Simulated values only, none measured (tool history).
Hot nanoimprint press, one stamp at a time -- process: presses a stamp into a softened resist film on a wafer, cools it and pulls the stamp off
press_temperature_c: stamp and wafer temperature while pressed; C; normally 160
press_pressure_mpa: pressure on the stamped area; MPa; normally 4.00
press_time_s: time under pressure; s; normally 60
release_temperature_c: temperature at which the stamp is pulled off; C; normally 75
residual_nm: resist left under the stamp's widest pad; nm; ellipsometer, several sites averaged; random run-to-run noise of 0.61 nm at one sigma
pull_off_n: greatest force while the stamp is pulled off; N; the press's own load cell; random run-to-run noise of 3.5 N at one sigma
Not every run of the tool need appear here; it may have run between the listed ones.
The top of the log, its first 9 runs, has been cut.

run	hour	press_temperature_c	press_pressure_mpa	press_time_s	release_temperature_c	hours of work since the thermocouple was calibrated	imprints on the stamp's release coat	hours of work since the press's seals were changed	residual_nm	pull_off_n
10	110.4	160	4.00	60	66	291	524	244	155.6	175
11	120.3	160	3.54	60	66	297	567	250	167.6	182
12	134.3	160	4.00	60	78	305	629	258	156.7	164
13	148.8	160	4.00	60	75	314	692	266	155.8	170
14	163.7	160	4.00	60	75	323	758	275	157.6	171
15	175.3	160	4.00	60	75	329	809	282	158.5	169
16	191.3	160	4.00	60	75	339	879	291	155.8	174
17	204.4	160	2.81	60	68	347	936	299	188.0	182
18	220.4	160	2.81	60	68	356	1006	308	187.8	175
19	232.1	170	2.81	60	68	363	1058	315	142.6	170
20	240.4	148	4.24	60	67	368	1094	320	216.6	177
21	256.2	169	2.84	43	71	377	1164	329	165.2	177
22	269.0	152	4.00	75	82	384	1220	337	186.4	166
23	276.2	152	4.00	75	82	389	1251	341	186.5	163
24	289.9	152	4.00	75	82	397	1311	349	187.8	161
25	298.4	152	4.00	75	82	402	1348	354	187.4	162
26	308.1	149	3.17	96	66	407	1391	360	212.2	176
27	317.9	170	3.27	60	64	413	1434	366	132.8	185
28	331.9	170	3.27	60	64	421	1496	374	132.6	183
29	346.3	160	2.85	97	67	430	1558	382	161.1	183
30	360.0	153	4.00	60	75	438	1619	390	197.0	173
31	370.3	160	4.00	30	75	444	1664	396	199.7	172

What if the next run were any one of these 3? Each begins from the tool's condition after run 31:
# hour 377.7: gauge calibrated
A	378.3	168	2.65	39	75	449	1699	401	?	?
# hour 377.7: gauge calibrated
B	378.3	160	4.00	60	77	449	1699	401	?	?
# hour 377.7: gauge calibrated
C	378.3	160	3.58	30	64	449	1699	401	?	?

run	residual_nm	pull_off_n
A	178.1	169
B	155.1	169
C	203.6	184
What these runs would have given with no unlogged condition in the tool:
run	residual_nm	pull_off_n
A	178.2	168
B	155.2	167
C	203.7	182
